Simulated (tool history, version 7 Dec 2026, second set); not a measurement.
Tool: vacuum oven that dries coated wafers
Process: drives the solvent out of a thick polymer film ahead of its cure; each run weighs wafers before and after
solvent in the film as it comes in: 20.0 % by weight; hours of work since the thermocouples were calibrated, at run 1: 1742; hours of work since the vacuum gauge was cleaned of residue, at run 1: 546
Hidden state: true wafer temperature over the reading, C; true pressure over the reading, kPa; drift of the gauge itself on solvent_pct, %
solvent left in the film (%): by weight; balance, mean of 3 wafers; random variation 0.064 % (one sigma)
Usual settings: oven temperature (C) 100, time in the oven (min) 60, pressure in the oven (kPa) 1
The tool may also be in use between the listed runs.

| run | day | oven temperature (C) | time in the oven (min) | pressure in the oven (kPa) | hours of work since the thermocouples were calibrated | hours of work since the vacuum gauge was cleaned of residue | solvent left in the film (%) |
|---|---|---|---|---|---|---|---|
| 1 | 0 | 100 | 60 | 1 | 1742 | 546 | 3.98 |
|  | 0.771 | oven's thermocouples calibrated |
| 2 | 2.021 | 100 | 60 | 2.35 | 17 | 572 | 4.71 |
| 3 | 2.925 | 100 | 63 | 1 | 29 | 585 | 3.75 |
| 4 | 4.754 | 100 | 60 | 1 | 54 | 609 | 3.97 |
| 5 | 6.062 | 100 | 60 | 0.54 | 71 | 627 | 3.8 |
| 6 | 7.292 | 100 | 60 | 0.54 | 88 | 643 | 3.7 |
| 7 | 8.946 | 100 | 60 | 0.54 | 110 | 666 | 3.63 |
| 8 | 10.362 | 114 | 60 | 1 | 129 | 685 | 1.24 |
| 9 | 11.588 | 114 | 60 | 1 | 145 | 701 | 1.21 |
| 10 | 13.104 | 114 | 60 | 1 | 166 | 722 | 1.21 |
| 11 | 14.608 | 114 | 60 | 1 | 186 | 742 | 1.22 |
| 12 | 16.738 | 110 | 60 | 1 | 215 | 770 | 1.78 |
| 13 | 17.729 | 114 | 60 | 1 | 228 | 784 | 1.22 |
| 14 | 18.779 | 110 | 60 | 1 | 242 | 798 | 1.75 |
| 15 | 19.879 | 115 | 60 | 1 | 257 | 813 | 1.01 |
| 16 | 20.933 | 100 | 71 | 1 | 271 | 827 | 3.24 |
| 17 | 22.704 | 100 | 71 | 1 | 295 | 851 | 3.14 |
| 18 | 24.879 | 100 | 71 | 1 | 324 | 880 | 3.19 |
| 19 | 26.204 | 100 | 71 | 1 | 342 | 898 | 3.16 |
| 20 | 27.308 | 100 | 71 | 1 | 357 | 913 | 3.19 |
| 21 | 28.883 | 100 | 60 | 3.33 | 378 | 934 | 5.33 |
| 22 | 30.958 | 100 | 60 | 3.33 | 406 | 962 | 5.23 |
| 23 | 32.562 | 100 | 60 | 3.33 | 428 | 983 | 5.25 |
| 24 | 34.6 | 100 | 60 | 3.33 | 455 | 1011 | 5.31 |
| 25 | 35.662 | 85 | 60 | 1 | 469 | 1025 | 8.72 |
| 26 | 36.621 | 85 | 60 | 1 | 482 | 1038 | 8.66 |
| 27 | 37.996 | 85 | 60 | 1 | 501 | 1056 | 8.63 |
| 28 | 39.771 | 85 | 60 | 1 | 525 | 1080 | 8.65 |
| 29 | 41.804 | 89 | 43 | 1 | 552 | 1108 | 9.14 |
| 30 | 43.421 | 100 | 82 | 0.6 | 574 | 1129 | 2.21 |
| 31 | 44.329 | 100 | 35 | 1 | 586 | 1142 | 7.03 |
| 32 | 45.642 | 100 | 35 | 0.81 | 604 | 1159 | 6.99 |
| 33 | 46.612 | 107 | 35 | 3.93 | 617 | 1172 | 6.27 |
| 34 | 48.121 | 110 | 60 | 0.63 | 637 | 1192 | 1.64 |
| 35 | 49.329 | 107 | 60 | 1 | 653 | 1209 | 2.31 |
| 36 | 51.479 | 107 | 60 | 1.15 | 682 | 1238 | 2.42 |
| 37 | 52.633 | 107 | 60 | 1.15 | 698 | 1253 | 2.39 |
| 38 | 54.712 | 93 | 60 | 1.16 | 726 | 1281 | 6.25 |
| 39 | 55.717 | 103 | 31 | 1.15 | 739 | 1295 | 6.89 |
| 40 | 57.788 | 90 | 60 | 3.9 | 767 | 1323 | 9.14 |
| 41 | 59.688 | 85 | 60 | 1 | 792 | 1348 | 8.8 |
| 42 | 61.467 | 85 | 57 | 3.88 | 816 | 1372 | 10.97 |
| 43 | 63.462 | 108 | 106 | 3.88 | 843 | 1399 | 2.26 |
| 44 | 65 | 107 | 52 | 1.72 | 864 | 1420 | 3.27 |
| 45 | 65.962 | 87 | 31 | 1.81 | 877 | 1432 | 11.61 |
| 46 | 68.025 | 99 | 60 | 0.86 | 905 | 1460 | 4.11 |

4 ways to go on from here, each from the tool as it stands after run 46. What would each give?
| A | 69.579 | 99 | 32 | 2.83 | 925 | 1481 | ? |
| B | 69.579 | 93 | 60 | 1.07 | 925 | 1481 | ? |
| C | 69.579 | 101 | 59 | 0.59 | 925 | 1481 | ? |
| D | 69.579 | 99 | 60 | 3.03 | 925 | 1481 | ? |

| run | solvent left in the film (%) |
|---|---|
| A | 8.66 |
| B | 6.09 |
| C | 3.54 |
| D | 5.49 |
Without the tool's hidden state the same runs would have given:
| run | solvent left in the film (%) |
|---|---|
| A | 8.65 |
| B | 6.08 |
| C | 3.52 |
| D | 5.47 |
